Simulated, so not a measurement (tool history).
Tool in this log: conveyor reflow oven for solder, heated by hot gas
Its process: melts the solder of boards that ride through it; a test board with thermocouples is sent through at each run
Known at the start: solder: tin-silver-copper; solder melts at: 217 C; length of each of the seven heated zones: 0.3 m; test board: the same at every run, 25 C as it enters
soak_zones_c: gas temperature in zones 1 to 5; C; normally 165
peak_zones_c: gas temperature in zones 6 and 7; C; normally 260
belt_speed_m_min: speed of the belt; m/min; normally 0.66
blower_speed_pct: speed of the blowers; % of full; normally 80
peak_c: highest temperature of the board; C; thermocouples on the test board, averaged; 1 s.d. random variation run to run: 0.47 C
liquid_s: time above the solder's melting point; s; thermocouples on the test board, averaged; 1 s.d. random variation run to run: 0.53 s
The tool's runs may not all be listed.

run,hour,soak_zones_c,peak_zones_c,belt_speed_m_min,blower_speed_pct,peak_c,liquid_s
1,0,165,260,0.66,80,241,31.8
2,23.1,165,260,0.66,80,241.3,32
3,62.1,165,260,0.66,80,240.3,31.9
4,87.9,165,260,0.66,80,242.2,31.7
5,110.9,165,260,0.66,80,240.6,31.7
6,155.7,165,260,0.66,80,241.3,31.3
7,202.3,165,260,0.66,80,239.6,31.3
8,245.7,165,257,0.66,80,237.1,28.9
# hour 254.8: flux residue cleaned out of gas plates and filters
9,272.3,165,257,0.66,80,235.3,26.5
10,315.7,165,257,0.66,80,234.2,27.7
11,353.6,165,260,0.692,80,235.3,25.1
12,402.7,165,260,0.692,80,234.9,24.4
# hour 415.6: thermocouples of zones 6 and 7 changed
13,426.1,174,273,0.67,80,251.7,40.1
# hour 453: flux residue cleaned out of gas plates and filters, once more
14,476.5,174,273,0.67,80,257.9,43.5
15,521.3,170,273,0.689,80,254.9,40
16,544.9,170,273,0.689,80,255.8,39.5
17,577.1,170,273,0.689,80,255.2,38.3
18,622.8,163,261,0.75,79,240.1,26.4
19,665.6,163,261,0.75,79,239.7,26.6
20,711.3,163,265,0.64,80,248.7,38.2
21,753.2,163,265,0.64,80,247.8,36.7
22,804.6,150,271,0.73,57,239.7,24.8
23,829.6,165,260,0.583,80,247,41.8

Predict each of these 4 candidate next runs independently; none follows another, all start after run 23:
A,874.2,165,258,0.604,68,?,?
B,874.2,165,260,0.673,80,?,?
C,874.2,165,260,0.705,80,?,?
D,874.2,178,260,0.583,58,?,?

run,peak_c,liquid_s
A,242,35.9
B,241.7,33.4
C,240.5,29.2
D,244.6,43.6
Take away the tool's hidden state, keep each run's random variation, and the runs would have read:
run,peak_c,liquid_s
A,244,37.5
B,244,35
C,242.8,30.9
D,246.4,44.7

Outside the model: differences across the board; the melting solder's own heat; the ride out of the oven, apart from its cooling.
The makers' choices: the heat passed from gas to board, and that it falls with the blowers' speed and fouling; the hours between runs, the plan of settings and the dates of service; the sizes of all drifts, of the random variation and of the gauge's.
